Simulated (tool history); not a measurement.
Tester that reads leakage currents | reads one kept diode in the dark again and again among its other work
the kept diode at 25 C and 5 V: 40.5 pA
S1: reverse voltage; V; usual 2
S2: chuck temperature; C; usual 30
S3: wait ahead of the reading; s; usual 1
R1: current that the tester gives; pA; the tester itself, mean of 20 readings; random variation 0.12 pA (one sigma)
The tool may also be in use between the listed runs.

run    hour     S1  S2    S3      R1
  1       0      2  30     1   36.74
  2   229.6      2  30     1   36.15
  3   496.2      2  30  0.61   36.97
  4   669.2      2  30     1   36.69
  5     856      2  23     1   21.96
  6  1063.8      2  23     1    21.7
  7  1321.6      2  30     1   35.97
  8  1461.4      2  29     1   33.12
  9  1652.7      2  29     1   33.12
 10  1896.6      2  47     1  116.82
 11  2129.9      2  30  1.51    36.1
 12  2375.7      2  30  1.51   35.57
 13  2486.9      2  30     1   35.71
 14    2645      2  30     1   35.49
 15  2821.3      2  30     1   35.52
 16  2942.1      2  23     1   21.12
 17  3099.6      2  23     1   21.11
 18  3242.4      2  23     1   21.05
 19  3398.5      2  23     1    20.9
 20  3650.1      2  30     1   36.65
 21  3781.9      2  30     1   37.37
 22  3909.7   3.06  30     1   46.48
 23  4130.1   3.06  20  9.86   21.78
 24  4363.3   3.06  20  9.86   21.64
 25  4596.8   4.05  20  2.42   25.03
 26  4818.1      2  52     1  158.47
 27  5063.1      2  33     1   44.23
 28  5218.9   2.44  30     1   40.96
 29  5375.8   4.42  52     1  244.33
 30  5571.4   4.42  52     1  243.04
 31  5793.3  10.54  44     1   227.8
 32  6009.6    2.3  32  3.35   44.29
 33  6242.6   4.68  59  1.85  378.87
 34  6385.3   4.25  25  0.43   38.67
 35  6643.4   3.58  37  1.53   78.52
 36  6776.1   8.96  43     1  190.65
 37  6889.6   1.17  27  0.39   22.72
 38  7024.2      2  54  0.53  186.77
 39  7205.5      2  45  1.32  102.85

Taken out of this log: 9 entries between the listed runs. Where each belongs, and how the hidden state differs across it:
Between runs 2 and 3: tester calibrated (hour 407.9)
  stray current of the dirty probe card, pA a volt: 0.182 -> 0.196; current scale over the true one, %: -1.96 -> -0.06; true chuck temperature over the reading, C: -0.05 -> -0.16
  measured less the result without the state, R1: -0.55 -> -0.09 pA
Between runs 9 and 10: chuck's temperature calibrated (hour 1676.3)
  stray current of the dirty probe card, pA a volt: 0.254 -> 0.266; current scale over the true one, %: -0.81 -> -0.97; true chuck temperature over the reading, C: -0.58 -> -0.04
  measured less the result without the state, R1: -1.21 -> -0.93 pA
Between runs 10 and 11: probe card cleaned and baked (hour 2109.1)
  stray current of the dirty probe card, pA a volt: 0.266 -> 0.031; current scale over the true one, %: -0.97 -> -1.12; true chuck temperature over the reading, C: -0.04 -> -0.12
  measured less the result without the state, R1: -0.93 -> -0.69 pA
Between runs 19 and 20: chuck's temperature calibrated (hour 3423.3)
  stray current of the dirty probe card, pA a volt: 0.097 -> 0.11; current scale over the true one, %: -1.94 -> -2.11; true chuck temperature over the reading, C: -0.57 -> 0.13
  measured less the result without the state, R1: -1.18 -> -0.27 pA
Between runs 20 and 21: tester calibrated (hour 3718)
  stray current of the dirty probe card, pA a volt: 0.11 -> 0.116; current scale over the true one, %: -2.11 -> 0.03; true chuck temperature over the reading, C: 0.13 -> 0.08
  measured less the result without the state, R1: -0.27 -> +0.42 pA
Between runs 27 and 28: chuck's temperature calibrated (hour 5155.9)
  stray current of the dirty probe card, pA a volt: 0.182 -> 0.191; current scale over the true one, %: -0.82 -> -0.93; true chuck temperature over the reading, C: -0.39 -> -0.02
  measured less the result without the state, R1: -1.28 -> -0.03 pA
Between runs 36 and 37: chuck's temperature calibrated (hour 6889.6)
  stray current of the dirty probe card, pA a volt: 0.272 -> 0.278; current scale over the true one, %: -1.98 -> -2.04; true chuck temperature over the reading, C: -0.57 -> 0.09
  measured less the result without the state, R1: -9.02 -> -0.03 pA
Between runs 37 and 38: tester calibrated (hour 7024.2)
  stray current of the dirty probe card, pA a volt: 0.278 -> 0.284; current scale over the true one, %: -2.04 -> -0.02; true chuck temperature over the reading, C: 0.09 -> 0.04
  measured less the result without the state, R1: -0.03 -> +1 pA
Between runs 38 and 39: probe card cleaned and baked (hour 7119.2)
  stray current of the dirty probe card, pA a volt: 0.284 -> 0.029; current scale over the true one, %: -0.02 -> -0.13; true chuck temperature over the reading, C: 0.04 -> -0.02
  measured less the result without the state, R1: +1 -> -0.26 pA
